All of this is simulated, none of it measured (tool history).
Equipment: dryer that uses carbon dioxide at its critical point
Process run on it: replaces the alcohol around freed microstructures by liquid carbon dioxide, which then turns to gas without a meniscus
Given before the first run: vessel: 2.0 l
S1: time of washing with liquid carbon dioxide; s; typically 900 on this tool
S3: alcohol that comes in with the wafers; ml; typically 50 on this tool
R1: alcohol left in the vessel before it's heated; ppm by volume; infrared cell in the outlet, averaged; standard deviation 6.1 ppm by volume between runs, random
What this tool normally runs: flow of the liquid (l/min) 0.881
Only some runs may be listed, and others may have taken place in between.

{"run": 1, "hour": 0.0, "S1": 900, "flow of the liquid (l/min)": 0.881, "S3": 50, "R1": 325}
{"run": 2, "hour": 40.5, "S1": 900, "flow of the liquid (l/min)": 0.917, "S3": 50, "R1": 311}
{"run": 3, "hour": 71.5, "S1": 900, "flow of the liquid (l/min)": 0.917, "S3": 50, "R1": 309}
{"run": 4, "hour": 116.4, "S1": 900, "flow of the liquid (l/min)": 1.401, "S3": 50, "R1": 111}
{"run": 5, "hour": 141.5, "S1": 900, "flow of the liquid (l/min)": 0.881, "S3": 50, "R1": 378}
{"run": 6, "hour": 185.4, "S1": 900, "flow of the liquid (l/min)": 0.881, "S3": 50, "R1": 397}
{"run": 7, "hour": 243.7, "S1": 600, "flow of the liquid (l/min)": 0.881, "S3": 50, "R1": 1401}
{"hour": 275.0, "done": "inlet filter changed"}
{"run": 8, "hour": 304.8, "S1": 600, "flow of the liquid (l/min)": 0.881, "S3": 50, "R1": 1204}
{"run": 9, "hour": 355.9, "S1": 600, "flow of the liquid (l/min)": 0.881, "S3": 50, "R1": 1247}
{"run": 10, "hour": 399.0, "S1": 900, "flow of the liquid (l/min)": 0.881, "S3": 50, "R1": 362}
{"run": 11, "hour": 455.3, "S1": 900, "flow of the liquid (l/min)": 0.881, "S3": 50, "R1": 381}
{"run": 12, "hour": 513.8, "S1": 900, "flow of the liquid (l/min)": 0.881, "S3": 50, "R1": 385}
{"run": 13, "hour": 563.1, "S1": 900, "flow of the liquid (l/min)": 0.881, "S3": 50, "R1": 407}
{"run": 14, "hour": 587.5, "S1": 900, "flow of the liquid (l/min)": 0.881, "S3": 33, "R1": 321}
{"run": 15, "hour": 617.3, "S1": 900, "flow of the liquid (l/min)": 0.881, "S3": 33, "R1": 316}
{"run": 16, "hour": 666.5, "S1": 660, "flow of the liquid (l/min)": 0.881, "S3": 33, "R1": 755}
{"run": 17, "hour": 723.6, "S1": 660, "flow of the liquid (l/min)": 0.881, "S3": 33, "R1": 775}
{"hour": 765.8, "done": "inlet filter changed"}
{"hour": 768.8, "done": "purifier's bed changed"}
{"run": 18, "hour": 772.0, "S1": 660, "flow of the liquid (l/min)": 0.881, "S3": 33, "R1": 526}
{"run": 19, "hour": 802.0, "S1": 1260, "flow of the liquid (l/min)": 0.881, "S3": 33, "R1": 28}
{"run": 20, "hour": 834.9, "S1": 1260, "flow of the liquid (l/min)": 0.881, "S3": 33, "R1": 35}
{"run": 21, "hour": 860.5, "S1": 1260, "flow of the liquid (l/min)": 0.881, "S3": 33, "R1": 43}
{"run": 22, "hour": 896.2, "S1": 900, "flow of the liquid (l/min)": 0.881, "S3": 50, "R1": 249}
{"run": 23, "hour": 926.8, "S1": 900, "flow of the liquid (l/min)": 0.881, "S3": 50, "R1": 262}
{"run": 24, "hour": 980.6, "S1": 720, "flow of the liquid (l/min)": 0.881, "S3": 110, "R1": 1413}
{"run": 25, "hour": 1035.1, "S1": 720, "flow of the liquid (l/min)": 1.125, "S3": 34, "R1": 188}
{"run": 26, "hour": 1086.5, "S1": 1200, "flow of the liquid (l/min)": 1.125, "S3": 50, "R1": 33}
{"run": 27, "hour": 1127.3, "S1": 1200, "flow of the liquid (l/min)": 1.125, "S3": 50, "R1": 53}
{"run": 28, "hour": 1174.1, "S1": 1200, "flow of the liquid (l/min)": 0.768, "S3": 50, "R1": 178}
{"run": 29, "hour": 1227.3, "S1": 1200, "flow of the liquid (l/min)": 0.768, "S3": 35, "R1": 142}
{"hour": 1258.5, "done": "inlet filter changed"}
{"run": 30, "hour": 1286.2, "S1": 900, "flow of the liquid (l/min)": 0.746, "S3": 35, "R1": 388}
{"run": 31, "hour": 1333.2, "S1": 660, "flow of the liquid (l/min)": 0.54, "S3": 26, "R1": 1640}
{"run": 32, "hour": 1387.9, "S1": 900, "flow of the liquid (l/min)": 1.311, "S3": 43, "R1": 78}
{"run": 33, "hour": 1430.9, "S1": 660, "flow of the liquid (l/min)": 1.311, "S3": 63, "R1": 263}
{"run": 34, "hour": 1464.2, "S1": 600, "flow of the liquid (l/min)": 0.677, "S3": 50, "R1": 2527}
{"run": 35, "hour": 1521.3, "S1": 1080, "flow of the liquid (l/min)": 0.846, "S3": 84, "R1": 292}
{"run": 36, "hour": 1553.0, "S1": 960, "flow of the liquid (l/min)": 1.363, "S3": 47, "R1": 90}
{"run": 37, "hour": 1598.1, "S1": 960, "flow of the liquid (l/min)": 1.363, "S3": 47, "R1": 91}
{"run": 38, "hour": 1625.2, "S1": 1140, "flow of the liquid (l/min)": 0.584, "S3": 47, "R1": 639}
{"run": 39, "hour": 1657.1, "S1": 1380, "flow of the liquid (l/min)": 1.469, "S3": 37, "R1": 79}
{"run": 40, "hour": 1685.1, "S1": 1260, "flow of the liquid (l/min)": 0.881, "S3": 50, "R1": 126}
{"run": 41, "hour": 1737.6, "S1": 960, "flow of the liquid (l/min)": 1.437, "S3": 40, "R1": 93}
{"hour": 1748.5, "done": "inlet filter changed"}
{"run": 42, "hour": 1781.8, "S1": 900, "flow of the liquid (l/min)": 1.225, "S3": 89, "R1": 160}
{"run": 43, "hour": 1819.0, "S1": 900, "flow of the liquid (l/min)": 1.225, "S3": 89, "R1": 148}
{"run": 44, "hour": 1857.6, "S1": 900, "flow of the liquid (l/min)": 1.225, "S3": 89, "R1": 161}
{"run": 45, "hour": 1911.2, "S1": 720, "flow of the liquid (l/min)": 0.837, "S3": 89, "R1": 1423}
{"run": 46, "hour": 1966.3, "S1": 720, "flow of the liquid (l/min)": 0.837, "S3": 89, "R1": 1502}

Same runs, no hidden state in the tool, same run-to-run variation:
Unlogged tool condition in this case: flow that reaches the vessel past the clogged filter, %; alcohol in the recycled carbon dioxide, ppm; drift of the gauge itself on alcohol_ppm, %.
run=1 R1=215
run=2 R1=192
run=3 R1=187
run=4 R1=15
run=5 R1=234
run=6 R1=239
run=7 R1=1096
run=8 R1=1074
run=9 R1=1092
run=10 R1=228
run=11 R1=231
run=12 R1=226
run=13 R1=237
run=14 R1=160
run=15 R1=150
run=16 R1=524
run=17 R1=524
run=18 R1=519
run=19 R1=23
run=20 R1=27
run=21 R1=32
run=22 R1=219
run=23 R1=225
run=24 R1=1262
run=25 R1=143
run=26 R1=3
run=27 R1=19
run=28 R1=110
run=29 R1=78
run=30 R1=340
run=31 R1=1564
run=32 R1=24
run=33 R1=188
run=34 R1=2330
run=35 R1=194
run=36 R1=22
run=37 R1=17
run=38 R1=482
run=39 R1=6
run=40 R1=35
run=41 R1=8
run=42 R1=73
run=43 R1=57
run=44 R1=61
run=45 R1=1212
run=46 R1=1249

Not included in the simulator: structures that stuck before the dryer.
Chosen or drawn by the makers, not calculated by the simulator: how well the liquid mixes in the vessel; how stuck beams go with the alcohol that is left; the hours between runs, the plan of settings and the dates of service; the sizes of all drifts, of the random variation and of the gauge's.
